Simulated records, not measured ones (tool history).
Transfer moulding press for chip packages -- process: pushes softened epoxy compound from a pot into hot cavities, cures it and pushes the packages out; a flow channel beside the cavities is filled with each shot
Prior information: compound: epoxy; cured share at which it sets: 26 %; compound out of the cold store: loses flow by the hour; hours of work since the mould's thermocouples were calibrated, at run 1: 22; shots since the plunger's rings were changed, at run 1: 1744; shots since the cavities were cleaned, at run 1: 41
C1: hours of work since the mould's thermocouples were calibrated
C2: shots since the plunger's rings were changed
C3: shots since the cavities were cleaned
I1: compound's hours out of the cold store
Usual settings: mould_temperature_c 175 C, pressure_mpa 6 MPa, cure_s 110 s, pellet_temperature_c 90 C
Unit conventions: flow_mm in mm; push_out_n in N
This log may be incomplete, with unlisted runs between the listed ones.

run 1 day=0 | mould_temperature_c=175 pressure_mpa=6 cure_s=110 pellet_temperature_c=90 | C1=22 C2=1744 C3=41 | I1=45 | flow_mm=731 push_out_n=365
run 2 day=0.529 | mould_temperature_c=175 pressure_mpa=6 cure_s=110 pellet_temperature_c=90 | C1=27 C2=1832 C3=129 | I1=34.7 | flow_mm=783 push_out_n=410
run 3 day=0.992 | mould_temperature_c=175 pressure_mpa=7.28 cure_s=110 pellet_temperature_c=90 | C1=32 C2=1908 C3=205 | I1=46 | flow_mm=801 push_out_n=449
run 4 day=1.346 | mould_temperature_c=175 pressure_mpa=6 cure_s=110 pellet_temperature_c=90 | C1=35 C2=1967 C3=264 | I1=28.6 | flow_mm=815 push_out_n=480
run 5 day=1.892 | mould_temperature_c=177 pressure_mpa=6 cure_s=110 pellet_temperature_c=90 | C1=41 C2=2057 C3=354 | I1=14 | flow_mm=881 push_out_n=503
run 6 day=2.279 | mould_temperature_c=175 pressure_mpa=6 cure_s=110 pellet_temperature_c=89 | C1=45 C2=2121 C3=418 | I1=21.2 | flow_mm=842 push_out_n=531
run 7 day=2.517 | mould_temperature_c=175 pressure_mpa=6 cure_s=110 pellet_temperature_c=90 | C1=47 C2=2160 C3=457 | I1=22.8 | flow_mm=836 push_out_n=553
-- day=2.742 cavities cleaned with cleaning compound and waxed
run 8 day=2.9 | mould_temperature_c=175 pressure_mpa=6 cure_s=139 pellet_temperature_c=90 | C1=50 C2=2213 C3=25 | I1=17.5 | flow_mm=863 push_out_n=461
run 9 day=3.45 | mould_temperature_c=177 pressure_mpa=6 cure_s=110 pellet_temperature_c=90 | C1=55 C2=2304 C3=116 | I1=39.9 | flow_mm=746 push_out_n=543
run 10 day=3.95 | mould_temperature_c=175 pressure_mpa=6 cure_s=110 pellet_temperature_c=90 | C1=60 C2=2388 C3=200 | I1=31.5 | flow_mm=787 push_out_n=607
run 11 day=4.221 | mould_temperature_c=175 pressure_mpa=6 cure_s=110 pellet_temperature_c=90 | C1=63 C2=2433 C3=245 | I1=24.2 | flow_mm=824 push_out_n=624
run 12 day=4.638 | mould_temperature_c=175 pressure_mpa=6 cure_s=110 pellet_temperature_c=90 | C1=67 C2=2501 C3=313 | I1=25.4 | flow_mm=814 push_out_n=609
run 13 day=5.046 | mould_temperature_c=175 pressure_mpa=6 cure_s=110 pellet_temperature_c=90 | C1=71 C2=2569 C3=381 | I1=26.6 | flow_mm=810 push_out_n=626
run 14 day=5.417 | mould_temperature_c=175 pressure_mpa=6 cure_s=110 pellet_temperature_c=90 | C1=75 C2=2630 C3=442 | I1=32.6 | flow_mm=783 push_out_n=620
-- day=5.667 cavities cleaned with cleaning compound and waxed, once more
run 15 day=5.921 | mould_temperature_c=175 pressure_mpa=6 cure_s=110 pellet_temperature_c=90 | C1=79 C2=2704 C3=42 | I1=19.9 | flow_mm=849 push_out_n=374
run 16 day=6.167 | mould_temperature_c=168 pressure_mpa=6.99 cure_s=140 pellet_temperature_c=99 | C1=81 C2=2744 C3=82 | I1=23.9 | flow_mm=903 push_out_n=381
run 17 day=6.717 | mould_temperature_c=176 pressure_mpa=4.52 cure_s=111 pellet_temperature_c=95 | C1=87 C2=2835 C3=173 | I1=37.9 | flow_mm=654 push_out_n=399
run 18 day=7.079 | mould_temperature_c=176 pressure_mpa=4.52 cure_s=111 pellet_temperature_c=95 | C1=90 C2=2896 C3=234 | I1=47.7 | flow_mm=614 push_out_n=446
run 19 day=7.392 | mould_temperature_c=176 pressure_mpa=6.8 cure_s=111 pellet_temperature_c=95 | C1=93 C2=2947 C3=285 | I1=19 | flow_mm=899 push_out_n=452
run 20 day=7.771 | mould_temperature_c=170 pressure_mpa=7.48 cure_s=111 pellet_temperature_c=96 | C1=97 C2=3010 C3=348 | I1=20.5 | flow_mm=953 push_out_n=673
run 21 day=8.142 | mould_temperature_c=175 pressure_mpa=6 cure_s=110 pellet_temperature_c=93 | C1=101 C2=3072 C3=410 | I1=43.6 | flow_mm=723 push_out_n=513
-- day=8.671 cavities cleaned with cleaning compound and waxed
run 22 day=8.746 | mould_temperature_c=175 pressure_mpa=6 cure_s=110 pellet_temperature_c=93 | C1=106 C2=3161 C3=12 | I1=27.3 | flow_mm=808 push_out_n=334
run 23 day=9.154 | mould_temperature_c=175 pressure_mpa=6 cure_s=110 pellet_temperature_c=93 | C1=110 C2=3229 C3=80 | I1=23.8 | flow_mm=823 push_out_n=393
run 24 day=9.6 | mould_temperature_c=175 pressure_mpa=6 cure_s=110 pellet_temperature_c=93 | C1=114 C2=3303 C3=154 | I1=12.2 | flow_mm=892 push_out_n=426
run 25 day=9.871 | mould_temperature_c=175 pressure_mpa=4.77 cure_s=125 pellet_temperature_c=90 | C1=117 C2=3347 C3=198 | I1=28.4 | flow_mm=708 push_out_n=394
run 26 day=10.429 | mould_temperature_c=170 pressure_mpa=4.64 cure_s=131 pellet_temperature_c=82 | C1=122 C2=3440 C3=291 | I1=25 | flow_mm=723 push_out_n=497
run 27 day=10.712 | mould_temperature_c=176 pressure_mpa=6.92 cure_s=131 pellet_temperature_c=82 | C1=125 C2=3487 C3=338 | I1=38.4 | flow_mm=793 push_out_n=410
run 28 day=11.142 | mould_temperature_c=175 pressure_mpa=6.19 cure_s=92 pellet_temperature_c=99 | C1=129 C2=3558 C3=409 | I1=42.9 | flow_mm=735 push_out_n=705
-- day=11.688 cavities cleaned with cleaning compound and waxed
run 29 day=11.733 | mould_temperature_c=170 pressure_mpa=4.69 cure_s=110 pellet_temperature_c=84 | C1=135 C2=3646 C3=8 | I1=41.8 | flow_mm=651 push_out_n=424

3 options for the next run, each taken on its own from the tool as it stands now. Forecast them:
run A day=12.183 | mould_temperature_c=176 pressure_mpa=6 cure_s=110 pellet_temperature_c=90 | C1=139 C2=3720 C3=82 | I1=19.5 | flow_mm=? push_out_n=?
run B day=12.183 | mould_temperature_c=172 pressure_mpa=4.86 cure_s=110 pellet_temperature_c=90 | C1=139 C2=3720 C3=82 | I1=47.7 | flow_mm=? push_out_n=?
run C day=12.183 | mould_temperature_c=179 pressure_mpa=6 cure_s=110 pellet_temperature_c=97 | C1=139 C2=3720 C3=82 | I1=27.1 | flow_mm=? push_out_n=?

run=A flow_mm=828 push_out_n=369
run=B flow_mm=631 push_out_n=435
run=C flow_mm=792 push_out_n=337
Without the tool's hidden state the same runs would have given:
run=A flow_mm=883 push_out_n=323
run=B flow_mm=673 push_out_n=381
run=C flow_mm=844 push_out_n=293
